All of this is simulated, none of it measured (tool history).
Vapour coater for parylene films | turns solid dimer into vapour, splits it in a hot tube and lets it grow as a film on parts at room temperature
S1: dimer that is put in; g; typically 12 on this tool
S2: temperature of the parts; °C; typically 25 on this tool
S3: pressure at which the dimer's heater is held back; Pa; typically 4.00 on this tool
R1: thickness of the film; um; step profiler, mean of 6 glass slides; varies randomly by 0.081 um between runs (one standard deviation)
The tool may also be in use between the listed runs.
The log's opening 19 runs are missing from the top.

run   hour  S1  S2     S3     R1
 20  272.2   6  25   4.00   4.52
 21  284.1   9  25   4.00   6.71
 22  303.6   9  25   4.00   6.80
 23  322.6  15  30   2.76  10.33
 24  337.2  15  28   2.95  10.73
 25  354.7  12  28   4.00   8.29
 26  373.5   5  25   7.37   3.41
 27  386.9   5  31   7.37   2.96
 28  406.5   7  31   3.59   4.38
 29  417.0   6  23  10.14   4.12
     426.8  -- trap's valve overhauled
 30  429.7   6  23  10.14   4.79
 31  449.3   7  25  10.14   5.32
 32  465.1  15  17  10.14  13.45
 33  476.8  12  33  10.97   7.43
 34  492.1  12  33  10.97   7.35
 35  512.2  12  31  10.97   7.63
 36  528.0  12  25   4.27   9.61
 37  537.8  12  30   2.89   8.82
 38  546.4  12  25   8.96   8.90
 39  564.0  12  25   8.96   8.84
 40  581.1  12  25   8.96   8.79
 41  598.3   5  17   8.96   4.42
 42  615.3   5  17   9.12   4.27
 43  631.9  20  28   8.18  13.33
 44  640.4  20  28   8.18  13.52

Consider 4 possible next runs. They are alternatives, not a sequence: every one starts from the tool as it was left by run 44. What does each give?
  A  648.6  20  28  2.64   ?
  B  648.6  15  18  4.00   ?
  C  648.6  16  29  4.00   ?
  D  648.6  12  25  3.41   ?

run     R1
  A  14.83
  B  13.24
  C  11.11
  D   9.25
With the hidden condition removed and each run's random variation left untouched, the same runs would have given:
run     R1
  A  15.78
  B  14.09
  C  11.82
  D   9.84
